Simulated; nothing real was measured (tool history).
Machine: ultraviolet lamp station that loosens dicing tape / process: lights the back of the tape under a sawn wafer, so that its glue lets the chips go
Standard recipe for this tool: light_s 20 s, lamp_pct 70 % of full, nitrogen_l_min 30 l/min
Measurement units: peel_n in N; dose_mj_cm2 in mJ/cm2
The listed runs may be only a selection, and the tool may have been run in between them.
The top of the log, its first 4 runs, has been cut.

run,hour,light_s,lamp_pct,nitrogen_l_min,hours of work of the lamp,hours of work since the window was cleaned,peel_n,dose_mj_cm2
# hour 89: lamp changed
5,99.4,11,84,47,7,202,1.273,134
6,132.4,11,84,47,31,226,1.258,131
7,167.1,20,70,30,56,251,0.875,198
8,191.9,25,70,30,74,269,0.624,243
9,211,25,70,30,88,282,0.628,245
10,232.9,25,70,30,103,298,0.65,241
11,268.3,16,70,30,129,324,1.273,149
12,301.1,20,70,30,152,347,0.949,185
13,327.5,20,70,30,171,366,0.994,185
14,354.6,13,70,30,191,386,1.617,118
15,375.6,13,70,30,206,401,1.651,118
16,393,13,70,30,218,413,1.667,114
17,408.9,20,70,30,230,425,1.072,176
18,430.1,20,70,30,245,440,1.019,169
19,451.8,28,70,30,261,456,0.655,246
20,474.2,28,70,30,277,472,0.664,235
21,506.5,30,70,30,300,495,0.584,250
22,540.5,30,70,30,324,519,0.604,244

What will run 23 give?
23,576.2,24,64,10,350,545,?,?

For run 23 the tool returned peel_n 1.639 N, dose_mj_cm2 178 mJ/cm2.
With the hidden condition absent and the run-to-run variation left alone, this run would have shown peel_n 1.205 N, dose_mj_cm2 234 mJ/cm2.
